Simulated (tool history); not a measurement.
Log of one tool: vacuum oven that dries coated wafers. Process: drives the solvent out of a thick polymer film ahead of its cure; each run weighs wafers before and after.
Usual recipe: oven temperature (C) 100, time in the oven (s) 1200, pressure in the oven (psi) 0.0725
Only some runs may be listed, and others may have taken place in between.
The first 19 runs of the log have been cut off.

run    hour  oven temperature (C)  time in the oven (s)  pressure in the oven (psi)  hours of work since the thermocouples were calibrated  hours of work since the vacuum gauge was cleaned of residue  solvent left in the film (%)
 20   724.6                   100                  1680                      0.0725                                                   1003                                                         1128                           1.8
 21     756                   100                  1680                      0.0725                                                   1021                                                         1146                          1.72
 22   800.8                   100                  1680                      0.0725                                                   1047                                                         1172                           1.8
 23   831.2                   100                  1680                      0.0725                                                   1065                                                         1190                          1.76
 24   890.2                   100                   900                      0.0725                                                   1099                                                         1224                          5.17
 25   948.6                   113                  1740                      0.2122                                                   1133                                                         1258                          0.44
 26  1000.6                   100                  1920                      0.0725                                                   1163                                                         1288                          1.41
     1007.8  -- oven's thermocouples calibrated
 27  1052.6                    90                  1200                      0.0582                                                     26                                                         1317                          6.02

Run 28 comes next. What will it give?
 28  1090.4                    95                   720                      0.1999                                                     48                                                         1339                             ?

{"run 28": {"solvent left in the film (%)": 7.75}}
On a tool with no hidden condition, and with the same random variation, this run would have come out at solvent left in the film (%) 7.9.

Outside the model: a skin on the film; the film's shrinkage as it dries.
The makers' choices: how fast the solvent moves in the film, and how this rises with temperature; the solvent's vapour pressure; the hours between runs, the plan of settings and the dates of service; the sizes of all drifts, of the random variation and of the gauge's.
